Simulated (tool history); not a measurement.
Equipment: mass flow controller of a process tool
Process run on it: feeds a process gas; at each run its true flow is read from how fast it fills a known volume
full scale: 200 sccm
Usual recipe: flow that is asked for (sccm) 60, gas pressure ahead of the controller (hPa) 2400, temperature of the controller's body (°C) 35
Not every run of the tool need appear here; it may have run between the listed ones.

run	hour	flow that is asked for (sccm)	gas pressure ahead of the controller (hPa)	temperature of the controller's body (°C)	true flow (%)
1	0	60	2400	35	99.28
2	184.8	60	1570	35	98.5
3	361.5	60	2400	35	99.18
4	566.1	60	2400	35	99.12
5	758.8	63	2400	35	99.09
6	893.7	63	2400	35	99.14
7	1058.6	63	2400	35	99.17
8	1200.3	60	2400	35	99.21
9	1394	60	2400	35	98.99
10	1597.3	60	2400	35	99.2
11	1882.5	60	2400	32	99.34
12	2131.9	60	2400	28	99.47
13	2341.7	60	2400	28	99.5
14	2500.6	60	2400	28	99.55
15	2714.9	60	2400	28	99.51
16	3036.3	60	2400	31	99.2
17	3182.5	60	2400	31	99.32
18	3500.3	60	2400	31	99.19
19	3647.8	60	2400	31	99.5
20	3965.2	60	2400	31	99.34
# hour 4178.1: controller's zero set anew
21	4178.1	50	2400	35	99.08
22	4385	50	2400	35	99.11
23	4533.7	60	2400	35	99.23
24	4769.8	60	2400	35	99.09
25	5049.5	60	2400	35	99.11
26	5303.5	60	2160	35	98.99
27	5549.6	60	2160	35	98.97
28	5816.1	172	2180	23	100.09
29	6050.2	35	2370	35	99.03
30	6208.6	29	1460	29	98.62
31	6365.7	29	1850	29	98.97
32	6598	29	1850	29	98.79
33	6755	76	2400	34	99.3
34	6899.3	60	2400	30	99.37
35	7160.2	60	1540	21	99.36
36	7372.5	60	1650	33	98.66
37	7618.8	60	1650	33	98.76
38	7814.4	147	1460	28	99.17

Expected results for the next run?
39	8079.5	147	1460	28	?

true flow (%): 99.19
Were there no unlogged condition in the tool, this run, its random variation unchanged, would have produced true flow (%) 99.19.
